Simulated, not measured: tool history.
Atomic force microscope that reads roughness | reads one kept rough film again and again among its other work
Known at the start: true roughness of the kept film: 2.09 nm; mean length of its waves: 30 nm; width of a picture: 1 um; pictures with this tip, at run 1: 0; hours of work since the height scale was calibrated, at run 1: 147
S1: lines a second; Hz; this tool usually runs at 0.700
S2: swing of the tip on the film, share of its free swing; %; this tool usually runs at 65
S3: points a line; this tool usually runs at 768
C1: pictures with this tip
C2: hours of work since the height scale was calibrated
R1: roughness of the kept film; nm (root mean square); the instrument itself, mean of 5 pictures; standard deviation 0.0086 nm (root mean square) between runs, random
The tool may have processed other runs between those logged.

{"run": 1, "hour": 0.0, "S1": 0.7, "S2": 65, "S3": 768, "C1": 0, "C2": 147, "R1": 1.895}
{"run": 2, "hour": 44.7, "S1": 0.7, "S2": 65, "S3": 768, "C1": 63, "C2": 182, "R1": 1.761}
{"run": 3, "hour": 76.7, "S1": 0.7, "S2": 65, "S3": 768, "C1": 109, "C2": 207, "R1": 1.682}
{"run": 4, "hour": 118.1, "S1": 0.7, "S2": 88, "S3": 768, "C1": 167, "C2": 240, "R1": 1.515}
{"hour": 131.7, "done": "new tip fitted"}
{"run": 5, "hour": 144.6, "S1": 0.7, "S2": 88, "S3": 768, "C1": 18, "C2": 260, "R1": 1.776}
{"run": 6, "hour": 174.7, "S1": 0.7, "S2": 88, "S3": 768, "C1": 61, "C2": 283, "R1": 1.691}
{"run": 7, "hour": 198.7, "S1": 0.7, "S2": 65, "S3": 907, "C1": 95, "C2": 302, "R1": 1.713}
{"run": 8, "hour": 233.2, "S1": 0.7, "S2": 65, "S3": 907, "C1": 144, "C2": 329, "R1": 1.629}
{"run": 9, "hour": 261.9, "S1": 0.7, "S2": 65, "S3": 907, "C1": 185, "C2": 352, "R1": 1.567}
{"hour": 265.0, "done": "new tip fitted"}
{"run": 10, "hour": 300.8, "S1": 0.7, "S2": 65, "S3": 907, "C1": 51, "C2": 382, "R1": 1.794}
{"run": 11, "hour": 342.7, "S1": 0.7, "S2": 65, "S3": 907, "C1": 110, "C2": 415, "R1": 1.693}
{"run": 12, "hour": 371.7, "S1": 0.7, "S2": 65, "S3": 768, "C1": 151, "C2": 437, "R1": 1.627}
{"hour": 397.3, "done": "new tip fitted"}
{"run": 13, "hour": 397.3, "S1": 0.7, "S2": 65, "S3": 292, "C1": 0, "C2": 457, "R1": 1.861}
{"run": 14, "hour": 436.8, "S1": 0.7, "S2": 65, "S3": 292, "C1": 56, "C2": 488, "R1": 1.77}
{"run": 15, "hour": 474.6, "S1": 0.7, "S2": 65, "S3": 768, "C1": 110, "C2": 518, "R1": 1.684}
{"run": 16, "hour": 522.5, "S1": 0.943, "S2": 78, "S3": 627, "C1": 178, "C2": 555, "R1": 1.502}
{"hour": 530.3, "done": "new tip fitted"}
{"run": 17, "hour": 553.0, "S1": 0.875, "S2": 62, "S3": 525, "C1": 33, "C2": 579, "R1": 1.832}
{"run": 18, "hour": 599.7, "S1": 0.7, "S2": 65, "S3": 602, "C1": 99, "C2": 615, "R1": 1.7}
{"hour": 604.8, "done": "height scale calibrated on a step standard"}
{"run": 19, "hour": 621.7, "S1": 0.7, "S2": 65, "S3": 602, "C1": 129, "C2": 13, "R1": 1.64}
{"hour": 666.3, "done": "new tip fitted"}
{"run": 20, "hour": 669.7, "S1": 0.752, "S2": 86, "S3": 768, "C1": 5, "C2": 50, "R1": 1.795}
{"run": 21, "hour": 694.4, "S1": 0.7, "S2": 65, "S3": 456, "C1": 40, "C2": 70, "R1": 1.81}
{"run": 22, "hour": 728.7, "S1": 0.7, "S2": 65, "S3": 456, "C1": 89, "C2": 97, "R1": 1.739}
{"run": 23, "hour": 775.9, "S1": 1.964, "S2": 55, "S3": 456, "C1": 156, "C2": 134, "R1": 1.59}
{"hour": 799.3, "done": "new tip fitted"}
{"run": 24, "hour": 821.1, "S1": 1.964, "S2": 55, "S3": 379, "C1": 31, "C2": 169, "R1": 1.789}
{"hour": 836.6, "done": "height scale calibrated on a step standard, once more"}
{"run": 25, "hour": 851.5, "S1": 0.858, "S2": 56, "S3": 768, "C1": 73, "C2": 12, "R1": 1.775}
{"run": 26, "hour": 879.9, "S1": 0.858, "S2": 56, "S3": 768, "C1": 113, "C2": 34, "R1": 1.698}
{"run": 27, "hour": 914.9, "S1": 0.516, "S2": 61, "S3": 412, "C1": 163, "C2": 61, "R1": 1.601}
{"hour": 933.6, "done": "new tip fitted"}
{"run": 28, "hour": 963.8, "S1": 0.7, "S2": 76, "S3": 915, "C1": 42, "C2": 99, "R1": 1.788}
{"run": 29, "hour": 997.3, "S1": 0.7, "S2": 57, "S3": 768, "C1": 90, "C2": 126, "R1": 1.734}
{"run": 30, "hour": 1017.1, "S1": 0.7, "S2": 57, "S3": 768, "C1": 118, "C2": 141, "R1": 1.698}

Consider 4 possible next runs. They are alternatives, not a sequence: every one starts from the tool as it was left by run 30. What does each give?
{"run": "A", "hour": 1059.9, "S1": 0.7, "S2": 56, "S3": 768, "C1": 179, "C2": 175, "R1": "?"}
{"run": "B", "hour": 1059.9, "S1": 0.7, "S2": 57, "S3": 368, "C1": 179, "C2": 175, "R1": "?"}
{"run": "C", "hour": 1059.9, "S1": 0.508, "S2": 78, "S3": 391, "C1": 179, "C2": 175, "R1": "?"}
{"run": "D", "hour": 1059.9, "S1": 3.246, "S2": 67, "S3": 510, "C1": 179, "C2": 175, "R1": "?"}

run=A R1=1.592
run=B R1=1.576
run=C R1=1.558
run=D R1=1.444
With no hidden state in the tool, these same runs would have given:
run=A R1=1.929
run=B R1=1.909
run=C R1=1.889
run=D R1=1.749
